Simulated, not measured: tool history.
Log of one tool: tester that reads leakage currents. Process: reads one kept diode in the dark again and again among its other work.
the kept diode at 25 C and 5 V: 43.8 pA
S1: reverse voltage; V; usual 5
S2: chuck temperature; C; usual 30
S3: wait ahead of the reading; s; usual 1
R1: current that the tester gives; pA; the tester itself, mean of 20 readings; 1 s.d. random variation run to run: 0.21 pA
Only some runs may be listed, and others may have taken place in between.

| run | day | S1 | S2 | S3 | R1 |
|---|---|---|---|---|---|
| 1 | 0 | 5 | 30 | 1 | 75.93 |
|  | 1.033 | probe card cleaned and baked |
| 2 | 4.021 | 5 | 30 | 1 | 68.51 |
| 3 | 8.246 | 5 | 30 | 1 | 68.07 |
| 4 | 13.621 | 5 | 30 | 1 | 67.33 |
| 5 | 18.129 | 5 | 30 | 1 | 66.98 |
| 6 | 21.042 | 5 | 30 | 1 | 66.46 |
| 7 | 24.608 | 8.08 | 30 | 1 | 87.22 |
| 8 | 29.8 | 14.54 | 30 | 1 | 122.96 |
| 9 | 34.012 | 14.54 | 30 | 1 | 122.71 |
| 10 | 38.725 | 14.54 | 30 | 1 | 121.37 |
| 11 | 43.992 | 14.54 | 30 | 1 | 120.59 |
| 12 | 48.579 | 5 | 30 | 1 | 63.24 |
| 13 | 52.733 | 5 | 30 | 1.1 | 63.24 |
|  | 53.821 | chuck's temperature calibrated |
| 14 | 56.629 | 5 | 30 | 1.1 | 60.8 |
| 15 | 60.317 | 5 | 30 | 1.1 | 60.42 |
| 16 | 63.067 | 5 | 30 | 1.1 | 60.69 |
|  | 66.575 | tester calibrated |
| 17 | 68.692 | 5 | 30 | 1.1 | 58.83 |
| 18 | 73.121 | 5 | 30 | 1 | 58.62 |
| 19 | 75.508 | 5 | 30 | 1 | 58.28 |
| 20 | 80.696 | 1.05 | 41 | 0.73 | 57.6 |
| 21 | 85.067 | 1.05 | 41 | 0.73 | 57.21 |
|  | 86.712 | chuck's temperature calibrated, once more |
| 22 | 88.738 | 1.05 | 41 | 0.73 | 70.86 |
| 23 | 93.2 | 1.05 | 57 | 6.55 | 241.87 |
| 24 | 97.317 | 1.67 | 57 | 6.55 | 312.3 |
| 25 | 102.912 | 7.83 | 33 | 4.45 | 116.82 |
| 26 | 105.417 | 7.83 | 33 | 4.45 | 116.75 |

Expected results for the next run?
| 27 | 109.346 | 10.76 | 48 | 0.5 | ? |

Run 27 gave R1 463.2 pA.
The same run, on a tool lacking any hidden state, would have yielded R1 472.84 pA.
